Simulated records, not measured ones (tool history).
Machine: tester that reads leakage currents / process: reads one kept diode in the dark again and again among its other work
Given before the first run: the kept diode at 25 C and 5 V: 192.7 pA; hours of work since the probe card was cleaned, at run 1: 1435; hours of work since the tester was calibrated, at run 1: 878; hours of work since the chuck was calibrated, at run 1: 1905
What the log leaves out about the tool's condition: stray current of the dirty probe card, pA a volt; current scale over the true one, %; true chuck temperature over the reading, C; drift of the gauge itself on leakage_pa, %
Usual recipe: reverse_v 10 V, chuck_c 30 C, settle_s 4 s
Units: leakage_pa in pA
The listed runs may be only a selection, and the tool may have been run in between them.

run	day	reverse_v	chuck_c	settle_s	hours of work since the probe card was cleaned	hours of work since the tester was calibrated	hours of work since the chuck was calibrated	leakage_pa
1	0	10	30	4	1435	878	1905	360.74
2	1.025	10	30	4	1450	894	1921	361.44
3	2.367	4.6	30	4	1471	915	1942	252
4	3.204	19.4	30	4	1484	928	1955	492.13
5	4.021	10	30	4	1497	940	1967	358.94
6	4.725	10	30	1.35	1507	951	1978	360.73
# day 5.679: probe card cleaned and baked
7	5.779	10	30	1.35	2	965	1992	349.14
8	7.021	10	30	1.35	21	985	2012	346.96
9	7.804	10	30	4	33	997	2024	348.47
# day 8.038: chuck's temperature calibrated
10	8.717	10	30	4	45	1009	10	329.24
11	10.008	10	30	4	65	1029	30	329.15
12	11.271	10	30	0.62	85	1049	50	329.92
# day 11.442: chuck's temperature calibrated, once more
13	12.8	10	30	0.62	107	1071	21	414.19
14	14.096	10	30	0.62	127	1091	41	414.82
15	15.654	10	30	0.62	151	1115	65	413.19
16	17.179	10	34	0.62	175	1138	88	578.06
17	18.729	10	34	0.62	198	1162	112	579.21
18	19.6	10	34	0.62	212	1176	126	579.08
19	20.792	10	34	0.62	230	1194	144	578.1
20	22.108	10	34	0.62	250	1214	164	578.07
21	23.646	2.8	24	3.59	274	1238	188	134.61
22	24.762	5.1	22	3.59	291	1255	205	148.48
23	26.121	19.9	30	0.3	312	1276	226	571.18
24	27.421	19.9	30	0.3	332	1296	246	570.19
25	28.4	2.1	30	0.3	347	1311	261	198.95
26	29.95	2.1	30	0.3	371	1335	285	199.46
27	31.088	3.4	30	7.65	389	1353	303	247.22
28	32.288	10	26	1.24	407	1371	321	287.58
29	33.608	10	48	1.24	428	1392	341	1743.67
30	35.154	10	48	1.24	451	1415	365	1752.13
31	36.092	10	48	1.24	466	1430	380	1749.65
32	37.208	10	48	1.24	483	1447	397	1747.66
33	38.567	19.9	30	0.32	504	1468	418	558.85
34	39.504	19.9	30	0.32	518	1482	432	561.44
35	40.225	10	20	3.99	530	1494	443	167.58
36	41.4	8.4	41	1.09	548	1512	462	917.82
37	42.812	13	41	0.38	569	1533	483	1130.97
38	43.892	13	41	0.38	586	1550	500	1131.05

Alternative continuations, all from the tool just after run 38; predict every row:
A	45.496	10	34	4	611	1575	525	?
B	45.496	4.1	40	0.73	611	1575	525	?
C	45.496	10	39	4	611	1575	525	?
D	45.496	11.8	30	0.38	611	1575	525	?
E	45.496	6.6	30	2.74	611	1575	525	?

run	leakage_pa
A	562.2
B	609.24
C	847.14
D	435.83
E	331.26
Without the tool's hidden state the same runs would have given:
run	leakage_pa
A	578.03
B	628.37
C	872.22
D	446.73
E	340.56

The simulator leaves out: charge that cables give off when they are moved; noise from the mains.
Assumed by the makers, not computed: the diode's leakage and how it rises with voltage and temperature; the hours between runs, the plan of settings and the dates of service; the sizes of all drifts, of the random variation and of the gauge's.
